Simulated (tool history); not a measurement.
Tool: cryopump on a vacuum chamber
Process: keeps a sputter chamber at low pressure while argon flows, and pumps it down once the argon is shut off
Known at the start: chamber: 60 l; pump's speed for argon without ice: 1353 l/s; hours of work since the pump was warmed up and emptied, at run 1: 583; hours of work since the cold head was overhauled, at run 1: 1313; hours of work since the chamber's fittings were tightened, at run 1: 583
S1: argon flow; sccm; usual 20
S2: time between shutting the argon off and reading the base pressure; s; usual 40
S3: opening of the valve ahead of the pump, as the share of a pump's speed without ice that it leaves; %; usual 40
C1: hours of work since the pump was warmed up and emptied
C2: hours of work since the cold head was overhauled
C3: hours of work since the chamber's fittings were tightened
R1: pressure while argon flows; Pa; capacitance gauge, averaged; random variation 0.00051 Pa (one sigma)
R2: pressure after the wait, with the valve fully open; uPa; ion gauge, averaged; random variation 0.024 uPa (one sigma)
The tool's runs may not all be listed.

run,hour,S1,S2,S3,C1,C2,C3,R1,R2
1,0.0,20,40,40,583,1313,583,0.0691,1.61
2,55.1,30,40,40,625,1355,625,0.1040,1.66
3,130.9,30,40,40,684,1413,684,0.1051,1.75
# hour 176.4: pump warmed up, emptied and cooled again
4,215.6,12,40,40,30,1475,745,0.0371,1.57
5,308.3,12,40,40,102,1546,817,0.0378,1.69
6,404.7,20,40,40,176,1620,891,0.0644,1.72
7,506.5,20,134,40,254,1699,969,0.0649,1.41
8,556.6,20,134,40,293,1737,1008,0.0658,1.44
9,631.3,10,40,40,350,1795,1065,0.0332,2.00
10,697.9,22,40,40,401,1846,1117,0.0733,2.07
11,773.0,22,40,40,459,1904,1174,0.0741,2.16
12,867.4,22,26,40,532,1977,1247,0.0747,2.63
13,980.0,22,26,40,619,2063,1334,0.0761,2.78
14,1051.1,22,26,40,673,2118,1388,0.0768,2.89
# hour 1115.9: pump warmed up, emptied and cooled again
15,1140.6,20,40,40,19,2183,1454,0.0633,2.23
16,1238.4,20,40,40,94,2258,1529,0.0630,2.37
# hour 1249.6: leaking fittings of the chamber tightened, without venting
17,1294.7,21,40,27,136,2300,35,0.0986,1.01
18,1351.6,38,111,23,180,2344,79,0.2117,0.61
19,1449.4,38,86,30,255,2419,154,0.1629,0.76
20,1508.0,16,64,30,300,2465,199,0.0692,0.93
21,1555.6,35,24,30,337,2501,236,0.1526,1.68
22,1647.3,20,40,45,408,2572,306,0.0603,1.27
23,1733.5,34,196,34,474,2638,373,0.1327,0.88
24,1778.8,17,20,40,509,2673,407,0.0580,2.16
25,1829.6,17,20,40,548,2712,447,0.0575,2.17
26,1934.6,17,71,36,629,2793,527,0.0641,1.32
27,2045.9,17,71,36,714,2879,613,0.0650,1.47
# hour 2059.6: pump warmed up, emptied and cooled again
28,2151.1,10,23,34,70,2956,690,0.0377,2.09
29,2251.3,10,23,19,148,3033,767,0.0659,2.18
30,2320.1,27,37,45,201,3086,820,0.0777,1.75

How the hidden state differs across the entries between the runs, from the last listed run before each to the first after it:
Between runs 3 and 4: pump warmed up, emptied and cooled again (hour 176.4)
  pump's speed, % of a pump's without ice: 78.2 -> 98.7; cold plate's temperature, K: 12.62 -> 12.64; leak into the chamber, uPa l/s: 1120 -> 1192
  measured less the result without the state, R1: +0.0110 -> +0.0003 Pa; R2: +0.86 -> +0.68 uPa
Between runs 14 and 15: pump warmed up, emptied and cooled again (hour 1115.9)
  pump's speed, % of a pump's without ice: 79.2 -> 99; cold plate's temperature, K: 12.81 -> 12.83; leak into the chamber, uPa l/s: 1963 -> 2040
  measured less the result without the state, R1: +0.0078 -> +0.0006 Pa; R2: +1.64 -> +1.31 uPa
Between runs 16 and 17: leaking fittings of the chamber tightened, without venting (hour 1249.6)
  pump's speed, % of a pump's without ice: 96.7 -> 95.6; cold plate's temperature, K: 12.85 -> 12.86; leak into the chamber, uPa l/s: 2128 -> 424
  measured less the result without the state, R1: +0.0013 -> +0.0017 Pa; R2: +1.45 -> +0.11 uPa
Between runs 27 and 28: pump warmed up, emptied and cooled again (hour 2059.6)
  pump's speed, % of a pump's without ice: 77.7 -> 97.9; cold plate's temperature, K: 13.01 -> 13.03; leak into the chamber, uPa l/s: 1118 -> 1204
  measured less the result without the state, R1: +0.0067 -> +0.0005 Pa; R2: +0.86 -> +0.71 uPa

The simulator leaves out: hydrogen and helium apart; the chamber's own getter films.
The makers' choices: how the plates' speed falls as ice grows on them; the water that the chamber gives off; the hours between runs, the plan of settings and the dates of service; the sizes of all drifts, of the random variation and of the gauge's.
